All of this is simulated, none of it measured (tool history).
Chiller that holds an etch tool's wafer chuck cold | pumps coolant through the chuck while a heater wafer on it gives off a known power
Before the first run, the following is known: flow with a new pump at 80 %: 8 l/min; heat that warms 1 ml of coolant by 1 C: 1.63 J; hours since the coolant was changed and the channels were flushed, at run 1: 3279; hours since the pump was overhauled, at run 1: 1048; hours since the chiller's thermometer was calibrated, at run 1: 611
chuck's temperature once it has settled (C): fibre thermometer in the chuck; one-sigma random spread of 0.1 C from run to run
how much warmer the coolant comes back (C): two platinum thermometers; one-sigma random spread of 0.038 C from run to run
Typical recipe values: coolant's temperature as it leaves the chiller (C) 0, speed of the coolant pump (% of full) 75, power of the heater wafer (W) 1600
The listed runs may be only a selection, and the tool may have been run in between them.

run	hour	coolant's temperature as it leaves the chiller (C)	speed of the coolant pump (% of full)	power of the heater wafer (W)	hours since the coolant was changed and the channels were flushed	hours since the pump was overhauled	hours since the chiller's thermometer was calibrated	chuck's temperature once it has settled (C)	how much warmer the coolant comes back (C)
1	0	0	75	1600	3279	1048	611	18.8	8.04
2	31.2	0	75	1600	3310	1079	643	18.8	8.09
3	73.8	0	75	1600	3353	1122	685	18.9	8.13
4	96.2	0	75	1600	3375	1144	708	18.8	8.15
5	139.1	0	75	1600	3418	1187	751	19.1	8.11
6	167.3	0	75	1600	3446	1215	779	18.9	8.18
7	186.5	0	75	1600	3465	1235	798	18.9	8.14
8	208.4	0	75	1600	3487	1257	820	19.1	8.13
9	228.9	0	75	1600	3508	1277	840	19.1	8.13
10	257.9	0	75	1600	3537	1306	869	19.1	8.24
11	302.9	0	75	1220	3582	1351	914	14.6	6.2
# hour 310.2: coolant pump overhauled
12	332.8	0	71	904	3607	23	939	11.4	5
13	372.5	-7	76	1008	3646	62	979	5.1	5.1

What does the tool deliver on the next run?
14	409.5	-6	76	1205	3683	99	1016	?	?

{"run 14": {"chuck's temperature once it has settled (C)": 8.7, "how much warmer the coolant comes back (C)": 6.18}}
With the hidden condition absent and the run-to-run variation left alone, this run would have shown chuck's temperature once it has settled (C) 6.6, how much warmer the coolant comes back (C) 5.94.
